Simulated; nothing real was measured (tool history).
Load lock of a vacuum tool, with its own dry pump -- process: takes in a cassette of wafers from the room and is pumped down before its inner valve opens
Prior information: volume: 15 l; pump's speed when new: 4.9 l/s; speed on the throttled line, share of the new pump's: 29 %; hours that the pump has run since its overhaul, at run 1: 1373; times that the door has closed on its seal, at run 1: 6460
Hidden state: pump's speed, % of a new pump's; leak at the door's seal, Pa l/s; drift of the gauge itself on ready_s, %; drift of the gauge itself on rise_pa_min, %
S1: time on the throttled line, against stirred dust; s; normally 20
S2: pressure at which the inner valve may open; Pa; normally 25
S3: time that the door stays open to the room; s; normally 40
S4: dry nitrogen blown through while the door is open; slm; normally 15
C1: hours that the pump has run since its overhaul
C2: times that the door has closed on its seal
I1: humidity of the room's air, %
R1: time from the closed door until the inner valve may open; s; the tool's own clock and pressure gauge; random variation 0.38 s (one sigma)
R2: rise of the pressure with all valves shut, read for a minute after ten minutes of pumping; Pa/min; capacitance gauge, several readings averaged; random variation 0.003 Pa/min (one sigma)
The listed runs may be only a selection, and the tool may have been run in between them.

run 1 hour=0.0 | S1=20 S2=25 S3=40 S4=15 | C1=1373 C2=6460 | I1=46.7 | R1=39.6 R2=0.076
run 2 hour=101.2 | S1=20 S2=25 S3=77 S4=15 | C1=1474 C2=6882 | I1=46.0 | R1=40.3 R2=0.090
run 3 hour=199.1 | S1=20 S2=25 S3=77 S4=15 | C1=1572 C2=7290 | I1=46.3 | R1=39.7 R2=0.084
run 4 hour=290.3 | S1=20 S2=25 S3=77 S4=15 | C1=1663 C2=7671 | I1=47.7 | R1=39.9 R2=0.095
run 5 hour=395.7 | S1=20 S2=25 S3=40 S4=36 | C1=1769 C2=8111 | I1=47.3 | R1=39.4 R2=0.069
run 6 hour=466.1 | S1=20 S2=21 S3=40 S4=36 | C1=1839 C2=8405 | I1=46.0 | R1=39.8 R2=0.068
run 7 hour=532.1 | S1=20 S2=21 S3=45 S4=36 | C1=1905 C2=8680 | I1=44.4 | R1=39.8 R2=0.071
run 8 hour=594.0 | S1=20 S2=21 S3=45 S4=36 | C1=1967 C2=8938 | I1=46.0 | R1=40.3 R2=0.079
run 9 hour=650.5 | S1=20 S2=25 S3=63 S4=15 | C1=2024 C2=9174 | I1=45.0 | R1=40.9 R2=0.095
run 10 hour=720.5 | S1=34 S2=44 S3=69 S4=4 | C1=2094 C2=9466 | I1=40.9 | R1=48.9 R2=0.109
run 11 hour=785.9 | S1=34 S2=44 S3=69 S4=4 | C1=2159 C2=9739 | I1=49.0 | R1=47.4 R2=0.120
run 12 hour=887.3 | S1=21 S2=25 S3=153 S4=8 | C1=2260 C2=10162 | I1=44.1 | R1=40.6 R2=0.141
run 13 hour=991.2 | S1=40 S2=19 S3=140 S4=8 | C1=2364 C2=10596 | I1=46.0 | R1=55.1 R2=0.143
run 14 hour=1048.4 | S1=40 S2=19 S3=140 S4=8 | C1=2421 C2=10834 | I1=47.8 | R1=54.7 R2=0.143
run 15 hour=1148.3 | S1=22 S2=25 S3=40 S4=12 | C1=2521 C2=11251 | I1=43.9 | R1=41.9 R2=0.102

Here are 5 independent what-if runs from the current tool condition. What would each one return?
run A hour=1250.2 | S1=20 S2=25 S3=58 S4=15 | C1=2623 C2=11676 | I1=44.7 | R1=? R2=?
run B hour=1250.2 | S1=22 S2=42 S3=158 S4=30 | C1=2623 C2=11676 | I1=44.7 | R1=? R2=?
run C hour=1250.2 | S1=22 S2=25 S3=35 S4=12 | C1=2623 C2=11676 | I1=43.5 | R1=? R2=?
run D hour=1250.2 | S1=22 S2=19 S3=40 S4=12 | C1=2623 C2=11676 | I1=47.3 | R1=? R2=?
run E hour=1250.2 | S1=34 S2=25 S3=40 S4=16 | C1=2623 C2=11676 | I1=43.1 | R1=? R2=?

run=A R1=40.4 R2=0.113
run=B R1=40.1 R2=0.122
run=C R1=41.5 R2=0.092
run=D R1=42.3 R2=0.108
run=E R1=50.2 R2=0.101
Without the tool's unlogged condition, the same runs would have read:
run=A R1=39.7 R2=0.054
run=B R1=39.5 R2=0.061
run=C R1=40.8 R2=0.033
run=D R1=41.6 R2=0.047
run=E R1=49.6 R2=0.040
